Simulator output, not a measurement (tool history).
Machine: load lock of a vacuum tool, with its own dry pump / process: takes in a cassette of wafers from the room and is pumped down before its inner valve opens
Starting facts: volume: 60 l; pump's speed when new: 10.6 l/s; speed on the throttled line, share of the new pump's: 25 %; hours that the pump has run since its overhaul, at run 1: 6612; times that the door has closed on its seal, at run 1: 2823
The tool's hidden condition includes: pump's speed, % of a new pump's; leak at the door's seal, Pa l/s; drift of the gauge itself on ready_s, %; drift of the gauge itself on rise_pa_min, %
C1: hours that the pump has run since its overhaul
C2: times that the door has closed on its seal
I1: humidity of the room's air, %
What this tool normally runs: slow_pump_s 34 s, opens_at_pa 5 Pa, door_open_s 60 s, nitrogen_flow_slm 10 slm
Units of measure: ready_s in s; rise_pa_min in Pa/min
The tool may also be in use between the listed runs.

Run 1, day 0: usual settings; C1 6612; C2 2823; I1 43.9. Result: ready_s 89.1 s, rise_pa_min 0.027 Pa/min.
Run 2, day 5.321: usual settings but slow_pump_s 56 s; C1 6740; C2 3115; I1 43.1. Result: ready_s 105.2 s, rise_pa_min 0.029 Pa/min.
Run 3, day 11.029: usual settings but slow_pump_s 56 s; C1 6877; C2 3429; I1 43.4. Result: ready_s 104.2 s, rise_pa_min 0.035 Pa/min.
Run 4, day 15.446: usual settings; C1 6983; C2 3672; I1 45.6. Result: ready_s 90.3 s, rise_pa_min 0.027 Pa/min.
Run 5, day 22.171: usual settings; C1 7144; C2 4042; I1 44.9. Result: ready_s 90.3 s, rise_pa_min 0.03 Pa/min.
Run 6, day 28.904: usual settings; C1 7306; C2 4413; I1 45.9. Result: ready_s 90.7 s, rise_pa_min 0.03 Pa/min.
Run 7, day 33.204: usual settings; C1 7409; C2 4649; I1 40.2. Result: ready_s 91.7 s, rise_pa_min 0.026 Pa/min.
Run 8, day 38.933: usual settings but nitrogen_flow_slm 38 slm; C1 7546; C2 4964; I1 46.5. Result: ready_s 90.7 s, rise_pa_min 0.02 Pa/min.
Run 9, day 44.129: usual settings but nitrogen_flow_slm 38 slm; C1 7671; C2 5250; I1 47.6. Result: ready_s 90.7 s, rise_pa_min 0.022 Pa/min.
Run 10, day 47.55: usual settings but nitrogen_flow_slm 38 slm; C1 7753; C2 5438; I1 43.4. Result: ready_s 90.8 s, rise_pa_min 0.018 Pa/min.
Run 11, day 51.542: usual settings but slow_pump_s 24 s; C1 7849; C2 5658; I1 48.3. Result: ready_s 83.6 s, rise_pa_min 0.035 Pa/min.
Run 12, day 55.354: usual settings but slow_pump_s 24 s; C1 7940; C2 5868; I1 45.4. Result: ready_s 83.8 s, rise_pa_min 0.03 Pa/min.
Run 13, day 61.162: usual settings but slow_pump_s 24 s; C1 8080; C2 6187; I1 44.1. Result: ready_s 83.6 s, rise_pa_min 0.035 Pa/min.
Run 14, day 66.088: usual settings; C1 8198; C2 6458; I1 44.9. Result: ready_s 90.7 s, rise_pa_min 0.033 Pa/min.
Run 15, day 71.212: usual settings; C1 8321; C2 6740; I1 48.1. Result: ready_s 92.3 s, rise_pa_min 0.037 Pa/min.
Run 16, day 76.625: usual settings but slow_pump_s 19 s, nitrogen_flow_slm 14 slm; C1 8451; C2 7038; I1 46.3. Result: ready_s 81 s, rise_pa_min 0.025 Pa/min.
Run 17, day 80.7: usual settings but slow_pump_s 19 s, nitrogen_flow_slm 14 slm; C1 8549; C2 7262; I1 44. Result: ready_s 81.1 s, rise_pa_min 0.031 Pa/min.
Run 18, day 87.108: usual settings but nitrogen_flow_slm 6 slm; C1 8702; C2 7614; I1 45.1. Result: ready_s 93.3 s, rise_pa_min 0.037 Pa/min.
Run 19, day 92.5: usual settings but nitrogen_flow_slm 6 slm; C1 8832; C2 7911; I1 44.3. Result: ready_s 92 s, rise_pa_min 0.041 Pa/min.
Run 20, day 98.396: usual settings but nitrogen_flow_slm 6 slm; C1 8973; C2 8235; I1 45. Result: ready_s 91.6 s, rise_pa_min 0.039 Pa/min.
Run 21, day 103.492: usual settings but nitrogen_flow_slm 6 slm; C1 9096; C2 8516; I1 45.2. Result: ready_s 92.6 s, rise_pa_min 0.038 Pa/min.
Run 22, day 109.275: usual settings but nitrogen_flow_slm 6 slm; C1 9234; C2 8834; I1 45.5. Result: ready_s 92.6 s, rise_pa_min 0.04 Pa/min.
Run 23, day 112.454: usual settings but nitrogen_flow_slm 6 slm; C1 9311; C2 9009; I1 47.5. Result: ready_s 91.6 s, rise_pa_min 0.045 Pa/min.
Run 24, day 117.888: usual settings but door_open_s 204 s; C1 9441; C2 9308; I1 41.5. Result: ready_s 93 s, rise_pa_min 0.062 Pa/min.
Run 25, day 124.562: usual settings but slow_pump_s 49 s, opens_at_pa 9 Pa, door_open_s 145 s, nitrogen_flow_slm 8 slm; C1 9601; C2 9675; I1 42.2. Result: ready_s 98.9 s, rise_pa_min 0.058 Pa/min.
Run 26, day 128.279: usual settings but nitrogen_flow_slm 29 slm; C1 9691; C2 9879; I1 45.5. Result: ready_s 93.1 s, rise_pa_min 0.03 Pa/min.

Branching from run 26: 4 alternative next runs. What would each branch give?
At day 129.996: dry pump taken out, an overhauled one fitted.
Run A, day 132.738: usual settings but slow_pump_s 36 s, opens_at_pa 8 Pa, nitrogen_flow_slm 29 slm; C1 66; C2 10111; I1 43.5. Result: ready_s ?, rise_pa_min ?.
At day 129.996: dry pump taken out, an overhauled one fitted.
Run B, day 132.738: usual settings but opens_at_pa 4 Pa, nitrogen_flow_slm 21 slm; C1 66; C2 10111; I1 43.6. Result: ready_s ?, rise_pa_min ?.
At day 129.996: dry pump taken out, an overhauled one fitted.
Run C, day 132.738: usual settings but slow_pump_s 65 s, door_open_s 27 s, nitrogen_flow_slm 38 slm; C1 66; C2 10111; I1 44.8. Result: ready_s ?, rise_pa_min ?.
At day 129.996: dry pump taken out, an overhauled one fitted.
Run D, day 132.738: usual settings but slow_pump_s 50 s, opens_at_pa 7 Pa; C1 66; C2 10111; I1 46.6. Result: ready_s ?, rise_pa_min ?.

run  ready_s  rise_pa_min
  A     80.1        0.024
  B     83.3        0.033
  C    103.9        0.021
  D     90.8        0.041
Without the tool's hidden state the same runs would have given:
run  ready_s  rise_pa_min
  A     80.5        0.013
  B     83.7        0.023
  C    104.2         0.01
  D     91.2         0.03
